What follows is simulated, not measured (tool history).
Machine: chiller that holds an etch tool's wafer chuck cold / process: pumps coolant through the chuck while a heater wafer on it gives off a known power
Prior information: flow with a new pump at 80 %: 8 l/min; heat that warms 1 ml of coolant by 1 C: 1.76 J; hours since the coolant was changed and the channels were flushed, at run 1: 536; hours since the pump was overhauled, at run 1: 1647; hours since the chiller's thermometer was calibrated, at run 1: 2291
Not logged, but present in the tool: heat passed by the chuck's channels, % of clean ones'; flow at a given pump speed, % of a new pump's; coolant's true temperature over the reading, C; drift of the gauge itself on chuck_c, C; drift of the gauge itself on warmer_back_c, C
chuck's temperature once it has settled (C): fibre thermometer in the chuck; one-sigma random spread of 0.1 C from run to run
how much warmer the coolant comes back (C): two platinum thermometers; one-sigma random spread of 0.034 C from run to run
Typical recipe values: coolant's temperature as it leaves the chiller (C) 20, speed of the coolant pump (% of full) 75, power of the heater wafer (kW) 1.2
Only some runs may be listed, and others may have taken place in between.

run,hour,coolant's temperature as it leaves the chiller (C),speed of the coolant pump (% of full),power of the heater wafer (kW),hours since the coolant was changed and the channels were flushed,hours since the pump was overhauled,hours since the chiller's thermometer was calibrated,chuck's temperature once it has settled (C),how much warmer the coolant comes back (C)
1,0,20,75,1.2,536,1647,2291,32.7,5.67
2,31.7,20,75,1.2,568,1679,2323,32.6,5.7
3,52.2,20,75,1.2,588,1699,2344,32.7,5.72
4,80.1,20,75,1.2,616,1727,2371,32.8,5.71
5,106.3,20,75,1.2,643,1753,2398,32.7,5.73
6,135.4,20,65,1.2,672,1782,2427,33.8,6.57
7,176.1,20,65,1.2,712,1823,2467,34,6.55
8,199.3,20,83,1.2,735,1846,2491,32,5.13
9,216.6,20,83,1.2,753,1864,2508,31.7,5.19
10,235.4,20,75,1.2,772,1882,2527,32.7,5.71
11,262.2,20,75,1.2,798,1909,2554,33,5.68
12,300,20,75,1.2,836,1947,2591,32.9,5.7
13,319.5,20,75,1.2,856,1966,2611,32.9,5.71
14,344.9,20,75,1.2,881,1992,2636,32.9,5.7
# hour 372.8: chiller's thermometer calibrated
15,376.9,20,75,1.2,912,2023,4,32.3,5.69
16,402.4,20,75,1.2,938,2048,30,32.6,5.72
17,431.5,23,86,1.18,967,2077,59,34.2,4.93
18,458.9,12,60,1.235,994,2105,86,26.9,7.4
19,489.2,12,60,1.235,1024,2135,116,26.6,7.31
20,509.9,20,91,1.2,1045,2156,137,31,4.73
21,541.3,20,91,1.2,1076,2187,169,31.1,4.69
22,574.7,20,91,1.2,1110,2221,202,31,4.78
23,601.1,11,66,0.628,1136,2247,228,18,3.44
24,631.8,14,84,1.2,1167,2278,259,25.7,5.15
25,657.8,14,68,0.83,1193,2304,285,23.4,4.37
26,696.3,20,93,1.169,1231,2342,324,30.7,4.49
27,716.6,20,93,0.74,1252,2363,344,26.9,2.82
28,753.5,20,93,0.74,1289,2399,381,26.8,2.88
29,791.6,19,75,1.006,1327,2438,419,29.5,4.84
30,816,19,75,1.006,1351,2462,443,29.6,4.86
31,842.3,10,83,0.707,1378,2488,470,17.1,3.08
32,881,13,64,0.707,1416,2527,508,21.3,4.02

For each entry between runs, how does the tool's hidden state at the last listed run before it compare with that at the first listed run after it?
After run 14, before run 15: chiller's thermometer calibrated (hour 372.8)
  flow at a given pump speed, % of a new pump's: 95.1 -> 95; coolant's true temperature over the reading, C: 0.52 -> 0.03
  measured minus no-state result, chuck's temperature once it has settled (C): +1.1 -> +0.6; how much warmer the coolant comes back (C): +0.28 -> +0.28

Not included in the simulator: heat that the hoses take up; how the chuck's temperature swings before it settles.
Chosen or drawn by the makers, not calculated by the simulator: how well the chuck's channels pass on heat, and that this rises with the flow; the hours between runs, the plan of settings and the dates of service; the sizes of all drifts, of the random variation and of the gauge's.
